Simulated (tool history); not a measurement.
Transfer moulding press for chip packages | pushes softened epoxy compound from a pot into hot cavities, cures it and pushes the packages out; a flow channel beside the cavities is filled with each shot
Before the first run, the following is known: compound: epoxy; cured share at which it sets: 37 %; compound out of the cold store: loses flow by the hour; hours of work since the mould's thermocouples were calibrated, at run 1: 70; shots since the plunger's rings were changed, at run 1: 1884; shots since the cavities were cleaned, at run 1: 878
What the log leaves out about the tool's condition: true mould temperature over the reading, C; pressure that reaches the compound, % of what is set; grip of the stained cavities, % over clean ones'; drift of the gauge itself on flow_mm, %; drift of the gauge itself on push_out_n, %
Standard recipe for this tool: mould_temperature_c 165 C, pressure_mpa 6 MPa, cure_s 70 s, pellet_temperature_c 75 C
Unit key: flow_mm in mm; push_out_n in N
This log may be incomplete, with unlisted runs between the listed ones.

run   hour  mould_temperature_c  pressure_mpa  cure_s  pellet_temperature_c  hours of work since the mould's thermocouples were calibrated  shots since the plunger's rings were changed  shots since the cavities were cleaned  incoming compound's hours out of the cold store  flow_mm  push_out_n
  1      0                  165             6      70                    75                                                             70                                          1884                                    878                                               23      496         779
       3.5  -- cavities cleaned with cleaning compound and waxed
  2   20.9                  165             6      70                    75                                                             83                                          2204                                    287                                             12.7      521         716
  3     31                  165             6      70                    75                                                             91                                          2369                                    452                                             42.1      437         660
  4   50.6                  158             6      70                    75                                                            105                                          2692                                    775                                             37.9      459        1217
      60.7  -- cavities cleaned with cleaning compound and waxed
  5   69.7                  158             6      70                    75                                                            117                                          2982                                    148                                             37.1      460         942
  6   84.1                  158             6      70                    75                                                            127                                          3220                                    386                                             18.8      513        1200
  7  102.4                  158             6      70                    75                                                            140                                          3521                                    687                                             42.5      434        1147
     117.8  -- cavities cleaned with cleaning compound and waxed
  8  120.8                  158             6      70                    75                                                            153                                          3800                                     50                                             31.4      467         864
     131.6  -- plunger's sealing rings changed
  9  138.9                  158             6      70                    75                                                            164                                           120                                    306                                             16.8      545        1122
 10    158                  165          6.69      70                    75                                                            177                                           435                                    621                                             11.1      579         787
     176.4  -- cavities cleaned with cleaning compound and waxed
 11  177.2                  165             6     100                    75                                                            190                                           726                                     13                                             22.4      506         346
 12  190.1                  165             6      98                    75                                                            199                                           939                                    226                                             36.9      466         440
 13  199.7                  165             6      70                    75                                                            206                                          1096                                    383                                             43.6      446         654
 14  215.8                  165             6      59                    75                                                            217                                          1361                                    648                                             27.3      490        1200
 15  228.9                  163           7.5     100                    75                                                            227                                          1578                                    865                                             11.2      605         530
     234.5  -- cavities cleaned with cleaning compound and waxed
 16  249.3                  163          7.01      55                    65                                                            240                                          1888                                    244                                             27.2      529        1508
 17  266.9                  163          7.01      55                    65                                                            253                                          2179                                    535                                             30.3      520        1680
 18  283.6                  160          6.33      70                    78                                                            265                                          2454                                    810                                             39.6      466         976
     291.2  -- cavities cleaned with cleaning compound and waxed
 19  301.3                  160          6.33      70                    78                                                            276                                          2720                                    166                                             35.2      478         797
 20  313.9                  160          6.33      70                    78                                                            285                                          2928                                    374                                             29.1      482         921
 21  323.4                  165          7.02      89                    75                                                            292                                          3084                                    530                                             22.7      523         531
 22  344.2                  165             6      77                    83                                                            307                                          3427                                    873                                             19.9      495         618
     347.9  -- cavities cleaned with cleaning compound and waxed
 23  363.3                  160             6      70                    75                                                            319                                          3716                                    253                                             36.7      451         846
 24  374.6                  165             6      89                    75                                                            328                                          3902                                    439                                             23.3      481         501
       378  -- plunger's sealing rings changed
 25  393.1                  167             6      89                    74                                                            339                                           248                                    703                                             13.3      541         537
     407.1  -- cavities cleaned with cleaning compound and waxed
 26  414.7                  162          4.71      92                    82                                                            353                                           578                                    124                                             47.9      391         425
 27  430.3                  168          4.62      92                    81                                                            364                                           836                                    382                                             42.8      388         470
 28  441.6                  168          4.62      92                    81                                                            373                                          1022                                    568                                             41.3      394         465

Same runs, no hidden state in the tool, same run-to-run variation:
run  flow_mm  push_out_n
  1      514         492
  2      543         534
  3      457         457
  4      483         785
  5      487         782
  6      545         860
  7      465         756
  8      502         800
  9      548         836
 10      585         527
 11      514         333
 12      475         337
 13      456         472
 14      503         806
 15      624         332
 16      548        1171
 17      542        1151
 18      487         642
 19      503         670
 20      510         682
 21      555         358
 22      528         399
 23      483         674
 24      518         347
 25      547         347
 26      397         363
 27      396         330
 28      403         306

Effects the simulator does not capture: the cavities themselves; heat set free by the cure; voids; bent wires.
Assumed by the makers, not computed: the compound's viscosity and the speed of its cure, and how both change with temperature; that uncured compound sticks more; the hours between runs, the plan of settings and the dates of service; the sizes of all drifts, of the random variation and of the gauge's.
